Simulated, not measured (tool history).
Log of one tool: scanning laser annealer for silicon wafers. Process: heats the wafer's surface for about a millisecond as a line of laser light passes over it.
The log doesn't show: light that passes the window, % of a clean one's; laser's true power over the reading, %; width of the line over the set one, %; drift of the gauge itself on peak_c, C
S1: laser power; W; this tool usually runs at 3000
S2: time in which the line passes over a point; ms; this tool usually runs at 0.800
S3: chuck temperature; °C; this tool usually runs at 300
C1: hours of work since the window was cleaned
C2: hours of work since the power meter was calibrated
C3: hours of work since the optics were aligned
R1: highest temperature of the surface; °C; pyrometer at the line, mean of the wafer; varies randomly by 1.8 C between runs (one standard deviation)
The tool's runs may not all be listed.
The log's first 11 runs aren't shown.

run	hour	S1	S2	S3	C1	C2	C3	R1
12	153.2	3000	0.582	300	531	156	1425	874
13	162.7	3000	0.582	300	538	163	1432	875
# hour 167.3: laser's power meter calibrated
14	173.8	2690	0.800	300	544	5	1438	888
15	184.0	3000	0.800	329	552	12	1446	999
16	193.3	3000	0.800	333	558	19	1452	1002
17	203.1	2587	0.630	285	566	26	1460	784
18	212.7	2587	0.630	285	573	33	1467	784
19	226.9	2585	0.830	287	583	44	1477	858
20	236.2	2585	0.830	287	590	51	1484	854
# hour 243.6: laser's power meter calibrated, once more
21	253.7	2639	0.987	300	601	7	1495	937
22	270.6	3226	0.774	300	613	20	1507	1013
23	282.4	2782	0.817	300	622	28	1516	916

The next listed run, before its measurement:
24	293.4	2969	0.708	321	630	37	1524	?

R1: 940 °C
Were there no unlogged condition in the tool, this run, its random variation unchanged, would have produced R1 989 °C.
